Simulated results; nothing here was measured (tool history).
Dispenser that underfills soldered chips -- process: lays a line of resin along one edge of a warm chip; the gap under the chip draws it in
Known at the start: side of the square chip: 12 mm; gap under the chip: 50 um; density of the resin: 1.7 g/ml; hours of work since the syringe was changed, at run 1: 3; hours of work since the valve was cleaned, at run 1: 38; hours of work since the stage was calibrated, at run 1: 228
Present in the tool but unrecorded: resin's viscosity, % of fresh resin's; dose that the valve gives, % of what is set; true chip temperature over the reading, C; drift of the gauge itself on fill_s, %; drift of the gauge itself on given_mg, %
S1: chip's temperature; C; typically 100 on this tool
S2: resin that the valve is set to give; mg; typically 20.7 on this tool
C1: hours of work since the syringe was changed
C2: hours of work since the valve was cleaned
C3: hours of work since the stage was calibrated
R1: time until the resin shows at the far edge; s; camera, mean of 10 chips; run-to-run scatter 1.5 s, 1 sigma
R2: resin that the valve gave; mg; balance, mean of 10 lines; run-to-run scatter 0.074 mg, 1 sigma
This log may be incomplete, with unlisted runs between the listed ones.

run,hour,S1,S2,C1,C2,C3,R1,R2
1,0.0,100,20.7,3,38,228,166.4,20.44
# hour 4.3: new syringe of resin
2,7.7,100,20.7,3,44,234,167.4,20.45
# hour 12.4: new syringe of resin
3,14.4,100,20.7,2,49,239,153.2,20.29
# hour 17.5: dispensing valve cleaned and set on the balance
4,20.5,100,20.7,5,2,243,207.1,20.53
# hour 21.7: new syringe of resin
5,24.9,100,20.7,3,5,246,163.9,20.61
6,28.7,100,20.7,5,8,249,205.4,20.46
# hour 30.0: new syringe of resin
7,35.9,100,20.7,4,14,254,193.0,20.62
# hour 38.1: new syringe of resin
8,40.3,100,20.7,2,17,257,153.0,20.56
9,43.6,100,20.7,4,19,260,185.9,20.53
# hour 46.0: new syringe of resin
10,48.2,100,19.5,2,23,263,154.5,19.26
11,52.7,105,19.5,5,26,267,167.2,19.31
# hour 54.0: new syringe of resin
12,59.3,100,20.5,4,31,271,180.9,20.29
# hour 62.2: new syringe of resin
13,64.6,100,21.5,2,35,275,151.9,21.14
14,68.8,100,21.5,5,38,278,194.8,21.07
# hour 70.2: new syringe of resin
15,73.4,100,20.7,2,41,282,165.3,20.30
# hour 78.0: new syringe of resin
16,80.6,100,20.7,2,47,287,159.1,20.33
# hour 85.8: new syringe of resin
17,85.8,100,26.6,0,50,291,132.5,26.02
# hour 87.4: dispensing valve cleaned and set on the balance
18,94.1,111,21.1,6,5,296,128.6,21.01
# hour 94.7: new syringe of resin
19,99.8,112,24.5,4,9,300,107.8,24.49
# hour 102.9: new syringe of resin
20,106.1,115,23.3,2,14,305,84.6,23.23
# hour 110.7: new syringe of resin
21,113.3,100,19.3,2,19,310,161.9,19.12
# hour 118.7: new syringe of resin
22,120.2,93,21.2,1,24,315,189.4,21.03
# hour 126.9: new syringe of resin
23,127.1,93,21.2,0,29,321,182.8,20.87
24,132.5,93,21.2,4,33,325,253.7,20.93
# hour 134.9: new syringe of resin
25,136.4,111,25.4,1,36,327,93.4,24.93
26,142.0,111,25.4,5,41,332,128.2,25.02
# hour 142.7: new syringe of resin
27,148.6,97,26.9,5,45,337,219.7,26.44
# hour 150.5: new syringe of resin
28,154.4,96,26.9,3,50,341,194.8,26.50
# hour 156.6: dispensing valve cleaned and set on the balance
# hour 159.4: new syringe of resin
29,162.5,96,26.9,2,4,346,189.5,26.90
# hour 167.7: new syringe of resin
30,169.1,91,26.9,1,9,351,214.1,26.93
# hour 175.7: new syringe of resin
31,175.7,96,20.7,0,14,356,159.5,20.68
32,180.9,96,20.7,4,18,360,216.1,20.39
# hour 183.7: new syringe of resin
33,188.6,100,22.5,4,24,365,175.9,22.41
# hour 192.1: new syringe of resin
34,195.0,100,22.5,2,28,370,159.9,22.26

Forecast each of these 3 alternatives for the next run:
# hour 200.1: new syringe of resin
A,200.5,90,26.7,0,32,374,?,?
# hour 200.1: new syringe of resin
B,200.5,109,22.5,0,32,374,?,?
# hour 200.1: new syringe of resin
C,200.5,92,19.6,0,32,374,?,?

run,R1,R2
A,214.0,26.37
B,91.1,22.20
C,192.8,19.35
Take away the tool's hidden state, keep each run's random variation, and the runs would have read:
run,R1,R2
A,227.5,26.72
B,96.0,22.49
C,204.5,19.60

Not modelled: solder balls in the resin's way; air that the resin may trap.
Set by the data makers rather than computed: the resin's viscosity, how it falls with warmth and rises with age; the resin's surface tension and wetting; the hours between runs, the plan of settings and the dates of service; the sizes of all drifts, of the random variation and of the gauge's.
